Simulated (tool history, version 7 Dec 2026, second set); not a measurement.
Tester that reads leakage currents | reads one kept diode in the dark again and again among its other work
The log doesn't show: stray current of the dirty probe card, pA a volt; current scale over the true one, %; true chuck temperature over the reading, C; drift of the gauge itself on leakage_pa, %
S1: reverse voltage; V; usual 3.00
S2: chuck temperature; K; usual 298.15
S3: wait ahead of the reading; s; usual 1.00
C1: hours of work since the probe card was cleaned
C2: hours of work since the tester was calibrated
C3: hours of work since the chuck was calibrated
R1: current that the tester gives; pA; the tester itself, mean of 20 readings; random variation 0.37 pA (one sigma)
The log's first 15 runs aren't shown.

run 16 hour=2823.3 | S1=3.00 S2=298.15 S3=1.00 | C1=2677 C2=2845 C3=211 | R1=128.01
run 17 hour=3006.8 | S1=3.00 S2=298.15 S3=1.00 | C1=2784 C2=2952 C3=319 | R1=128.26
run 18 hour=3218.1 | S1=3.00 S2=298.15 S3=1.00 | C1=2908 C2=3076 C3=443 | R1=126.91
run 19 hour=3429.7 | S1=3.00 S2=298.15 S3=1.00 | C1=3032 C2=3200 C3=567 | R1=126.54
run 20 hour=3561.1 | S1=3.00 S2=298.15 S3=1.00 | C1=3109 C2=3277 C3=644 | R1=125.88
run 21 hour=3779.3 | S1=3.00 S2=298.15 S3=1.00 | C1=3237 C2=3405 C3=772 | R1=125.58
-- hour=3923.1 tester calibrated
run 22 hour=3927.4 | S1=1.31 S2=295.15 S3=1.00 | C1=3323 C2=3 C3=858 | R1=67.53
run 23 hour=4159.2 | S1=19.94 S2=322.15 S3=1.00 | C1=3459 C2=138 C3=994 | R1=1420.11
run 24 hour=4353.7 | S1=19.94 S2=322.15 S3=1.00 | C1=3573 C2=253 C3=1108 | R1=1418.54
-- hour=4367.7 probe card cleaned and baked
run 25 hour=4508.0 | S1=19.94 S2=322.15 S3=1.00 | C1=82 C2=341 C3=1196 | R1=1352.66
run 26 hour=4624.2 | S1=19.94 S2=322.15 S3=9.62 | C1=151 C2=410 C3=1265 | R1=1348.46
run 27 hour=4782.0 | S1=19.94 S2=322.15 S3=9.62 | C1=243 C2=502 C3=1357 | R1=1346.17
run 28 hour=4971.8 | S1=19.94 S2=322.15 S3=0.46 | C1=354 C2=613 C3=1468 | R1=1352.71
run 29 hour=5074.1 | S1=19.94 S2=322.15 S3=0.46 | C1=414 C2=673 C3=1528 | R1=1348.33
run 30 hour=5292.4 | S1=19.94 S2=322.15 S3=0.46 | C1=542 C2=801 C3=1657 | R1=1337.43
run 31 hour=5406.3 | S1=3.00 S2=294.15 S3=1.46 | C1=609 C2=868 C3=1723 | R1=79.72
run 32 hour=5587.5 | S1=3.00 S2=294.15 S3=1.46 | C1=716 C2=975 C3=1830 | R1=79.16
run 33 hour=5806.4 | S1=3.00 S2=299.15 S3=1.43 | C1=844 C2=1103 C3=1958 | R1=115.59
-- hour=5830.8 chuck's temperature calibrated
run 34 hour=5931.1 | S1=3.00 S2=299.15 S3=1.43 | C1=916 C2=1175 C3=59 | R1=133.90
run 35 hour=6048.9 | S1=3.24 S2=331.15 S3=0.36 | C1=985 C2=1244 C3=128 | R1=1257.63
run 36 hour=6271.4 | S1=5.70 S2=328.15 S3=8.63 | C1=1116 C2=1375 C3=258 | R1=1298.57
run 37 hour=6419.4 | S1=12.85 S2=302.15 S3=4.37 | C1=1202 C2=1461 C3=345 | R1=304.59
run 38 hour=6645.8 | S1=12.22 S2=294.15 S3=4.37 | C1=1335 C2=1594 C3=478 | R1=166.54

5 ways to go on from here, each from the tool as it stands after run 38. What would each give?
run A hour=6761.3 | S1=4.54 S2=298.15 S3=1.00 | C1=1403 C2=1662 C3=546 | R1=?
run B hour=6761.3 | S1=10.03 S2=298.15 S3=0.45 | C1=1403 C2=1662 C3=546 | R1=?
run C hour=6761.3 | S1=3.00 S2=301.15 S3=1.00 | C1=1403 C2=1662 C3=546 | R1=?
run D hour=6761.3 | S1=1.64 S2=298.15 S3=1.00 | C1=1403 C2=1662 C3=546 | R1=?
run E hour=6761.3 | S1=1.08 S2=305.15 S3=1.36 | C1=1403 C2=1662 C3=546 | R1=?

run=A R1=145.29
run=B R1=209.24
run=C R1=153.35
run=D R1=94.17
run=E R1=133.68
Without the tool's hidden state the same runs would have given:
run=A R1=143.61
run=B R1=202.70
run=C R1=153.49
run=D R1=94.57
run=E R1=135.46
